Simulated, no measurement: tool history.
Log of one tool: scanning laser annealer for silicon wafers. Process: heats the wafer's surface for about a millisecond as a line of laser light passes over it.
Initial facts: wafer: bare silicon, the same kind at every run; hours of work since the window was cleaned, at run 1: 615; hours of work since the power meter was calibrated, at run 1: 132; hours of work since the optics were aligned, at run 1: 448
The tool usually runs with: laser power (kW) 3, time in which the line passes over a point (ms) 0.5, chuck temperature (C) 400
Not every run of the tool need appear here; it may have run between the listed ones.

run,hour,laser power (kW),time in which the line passes over a point (ms),chuck temperature (C),hours of work since the window was cleaned,hours of work since the power meter was calibrated,hours of work since the optics were aligned,highest temperature of the surface (C)
1,0,3,0.5,400,615,132,448,1146
2,9.1,3,0.378,400,619,136,453,1058
3,16.5,3,0.378,400,623,140,457,1059
4,22.5,3,0.378,400,626,143,460,1056
5,31.5,3,0.378,400,630,147,464,1060
6,38.2,3,0.5,400,634,151,468,1148
7,48.7,3,0.5,400,639,156,473,1147
# hour 51.3: window over the wafer cleaned
8,61.1,3,0.5,400,5,161,478,1136
9,70.2,2.653,0.523,399,9,166,483,1061
# hour 79.3: window over the wafer cleaned, once more
10,84.2,3.284,0.538,399,2,172,489,1271
11,90.4,2.655,0.576,383,6,175,492,1108
12,99.6,2.655,0.576,383,10,179,496,1108

Hidden state at the last listed run before each entry between runs and at the first one after, where it differs:
From run 7 to run 8: window over the wafer cleaned (hour 51.3)
  light that passes the window, % of a clean one's: 97.18 -> 95.48; width of the line over the set one, %: 1.83 -> 1.85
  measured value less the no-hidden-state value, highest temperature of the surface (C): -31 -> -44
From run 9 to run 10: window over the wafer cleaned, once more (hour 79.3)
  light that passes the window, % of a clean one's: 95.46 -> 99.82; laser's true power over the reading, %: -0.21 -> -0.22; width of the line over the set one, %: 1.86 -> 1.88
  measured value less the no-hidden-state value, highest temperature of the surface (C): -41 -> -13
